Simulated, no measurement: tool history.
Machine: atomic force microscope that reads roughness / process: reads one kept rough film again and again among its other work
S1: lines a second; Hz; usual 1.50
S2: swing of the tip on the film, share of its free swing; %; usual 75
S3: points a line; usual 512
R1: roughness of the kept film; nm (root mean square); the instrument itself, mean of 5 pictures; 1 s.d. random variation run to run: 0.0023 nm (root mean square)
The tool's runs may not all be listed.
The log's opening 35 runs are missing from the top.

{"run": 36, "day": 15.879, "S1": 0.68, "S2": 75, "S3": 387, "R1": 1.127}
{"run": 37, "day": 16.267, "S1": 0.67, "S2": 57, "S3": 350, "R1": 1.144}
{"run": 38, "day": 16.933, "S1": 1.65, "S2": 81, "S3": 350, "R1": 1.085}
{"run": 39, "day": 17.6, "S1": 0.61, "S2": 63, "S3": 558, "R1": 1.14}
{"run": 40, "day": 17.925, "S1": 1.92, "S2": 56, "S3": 348, "R1": 1.132}
{"run": 41, "day": 18.483, "S1": 0.85, "S2": 56, "S3": 476, "R1": 1.144}
{"run": 42, "day": 18.85, "S1": 0.9, "S2": 75, "S3": 381, "R1": 1.125}
{"run": 43, "day": 19.221, "S1": 0.7, "S2": 56, "S3": 777, "R1": 1.146}
{"run": 44, "day": 19.583, "S1": 1.46, "S2": 66, "S3": 841, "R1": 1.124}
{"run": 45, "day": 20.112, "S1": 1.11, "S2": 75, "S3": 277, "R1": 1.117}
{"run": 46, "day": 20.762, "S1": 0.77, "S2": 75, "S3": 389, "R1": 1.131}
{"day": 20.829, "done": "new tip fitted"}
{"run": 47, "day": 21.412, "S1": 1.5, "S2": 71, "S3": 620, "R1": 1.118}
{"run": 48, "day": 22.088, "S1": 1.52, "S2": 69, "S3": 924, "R1": 1.12}
{"run": 49, "day": 22.742, "S1": 2.46, "S2": 69, "S3": 924, "R1": 1.1}
{"run": 50, "day": 23.254, "S1": 2.46, "S2": 69, "S3": 924, "R1": 1.102}
{"run": 51, "day": 23.692, "S1": 3.39, "S2": 73, "S3": 696, "R1": 1.068}
{"run": 52, "day": 24.183, "S1": 3.73, "S2": 78, "S3": 512, "R1": 1.034}

Here are 3 independent what-if runs from the current tool condition. What would each one return?
{"run": "A", "day": 24.742, "S1": 1.97, "S2": 75, "S3": 512, "R1": "?"}
{"run": "B", "day": 24.742, "S1": 2.05, "S2": 79, "S3": 481, "R1": "?"}
{"run": "C", "day": 24.742, "S1": 2.85, "S2": 67, "S3": 627, "R1": "?"}

run=A R1=1.088
run=B R1=1.084
run=C R1=1.102
Without the tool's unlogged condition, the same runs would have read:
run=A R1=1.089
run=B R1=1.085
run=C R1=1.103
